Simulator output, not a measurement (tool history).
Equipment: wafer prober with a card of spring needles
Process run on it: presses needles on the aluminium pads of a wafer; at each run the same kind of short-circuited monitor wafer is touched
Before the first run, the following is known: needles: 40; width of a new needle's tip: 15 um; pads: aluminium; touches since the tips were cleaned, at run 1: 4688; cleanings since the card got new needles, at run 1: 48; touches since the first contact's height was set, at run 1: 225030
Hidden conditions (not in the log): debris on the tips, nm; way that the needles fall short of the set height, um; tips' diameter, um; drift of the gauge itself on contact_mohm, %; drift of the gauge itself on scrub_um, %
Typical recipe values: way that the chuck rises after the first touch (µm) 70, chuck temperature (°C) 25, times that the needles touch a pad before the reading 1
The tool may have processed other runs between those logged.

run	hour	way that the chuck rises after the first touch (µm)	chuck temperature (°C)	times that the needles touch a pad before the reading	touches since the tips were cleaned	cleanings since the card got new needles	touches since the first contact's height was set	resistance of one needle with its contact and lead (mohm)	way that a needle slides on the pad (µm)
1	0.0	70	25	1	4688	48	225030	179	8.13
# hour 6.5: height of the first contact set anew
# hour 11.8: tips cleaned on abrasive film
2	22.8	70	25	1	3562	49	5264	177	8.14
# hour 38.6: tips cleaned on abrasive film
3	59.2	51	25	1	6663	50	17040	199	5.79
# hour 63.6: tips cleaned on abrasive film
# hour 88.3: tips cleaned on abrasive film
4	94.5	51	25	1	2003	52	28441	184	5.75
# hour 113.3: tips cleaned on abrasive film
5	136.9	77	25	1	7685	53	42189	179	8.91
# hour 140.0: tips cleaned on abrasive film
# hour 167.0: tips cleaned on abrasive film
6	182.5	77	25	1	5021	55	56919	179	8.93
# hour 193.0: tips cleaned on abrasive film
# hour 205.0: height of the first contact set anew, once more
7	209.8	77	25	1	5378	56	1579	176	9.35
# hour 219.0: tips cleaned on abrasive film
# hour 245.1: tips cleaned on abrasive film
8	245.1	65	25	1	0	58	12971	163	7.82
# hour 271.4: tips cleaned on abrasive film
9	282.8	65	25	1	3708	59	25158	182	7.82
# hour 299.7: tips cleaned on abrasive film
10	302.1	70	25	1	784	60	31400	167	8.43
# hour 325.3: tips cleaned on abrasive film
11	326.1	70	25	1	251	61	39157	165	8.42
# hour 352.5: tips cleaned on abrasive film
12	355.3	70	25	1	930	62	48619	169	8.43
# hour 378.8: tips cleaned on abrasive film
13	390.4	70	25	1	3766	63	59973	176	8.33
# hour 404.8: tips cleaned on abrasive film
# hour 431.2: tips cleaned on abrasive film
14	434.5	70	25	1	1050	65	74210	168	8.40
# hour 457.4: tips cleaned on abrasive film
15	466.1	74	25	3	2805	66	84440	167	8.90
# hour 483.0: tips cleaned on abrasive film
16	502.3	74	25	3	6268	67	96166	172	8.87
# hour 509.4: tips cleaned on abrasive film
# hour 535.9: tips cleaned on abrasive film
17	536.7	53	67	3	254	69	107270	171	6.37
# hour 561.9: tips cleaned on abrasive film
18	564.0	89	67	3	699	70	116124	170	10.64
# hour 586.3: tips cleaned on abrasive film
19	591.0	50	124	3	1540	71	124856	191	5.87
# hour 611.3: tips cleaned on abrasive film
20	612.7	50	124	3	432	72	131842	184	5.84
# hour 637.3: tips cleaned on abrasive film
21	645.8	71	95	3	2763	73	142579	180	8.40
# hour 662.6: tips cleaned on abrasive film
# hour 687.9: tips cleaned on abrasive film
22	691.3	65	77	1	1114	75	157272	182	7.71
# hour 713.4: tips cleaned on abrasive film
23	736.2	71	77	2	7383	76	171813	185	8.35
# hour 740.6: tips cleaned on abrasive film
# hour 766.1: tips cleaned on abrasive film
24	766.1	71	77	2	0	78	181465	173	8.36
25	787.3	71	77	2	6899	78	188364	183	8.31
# hour 792.1: tips cleaned on abrasive film
# hour 816.7: tips cleaned on abrasive film
26	819.8	71	37	2	1018	80	198833	170	8.33

Branching from run 26: 5 alternative next runs. What would each branch give?
# hour 843.3: tips cleaned on abrasive film
A	856.5	79	104	1	4295	81	210716	?	?
# hour 843.3: tips cleaned on abrasive film
B	856.5	71	37	2	4295	81	210716	?	?
# hour 843.3: tips cleaned on abrasive film
C	856.5	55	26	2	4295	81	210716	?	?
# hour 843.3: tips cleaned on abrasive film
D	856.5	73	55	1	4295	81	210716	?	?
# hour 843.3: tips cleaned on abrasive film
E	856.5	70	30	2	4295	81	210716	?	?

run	resistance of one needle with its contact and lead (mohm)	way that a needle slides on the pad (µm)
A	191	9.33
B	173	8.30
C	177	6.46
D	183	8.58
E	176	8.14
With the hidden condition removed and each run's random variation left untouched, the same runs would have given:
run	resistance of one needle with its contact and lead (mohm)	way that a needle slides on the pad (µm)
A	178	9.61
B	163	8.58
C	161	6.74
D	168	8.87
E	165	8.42
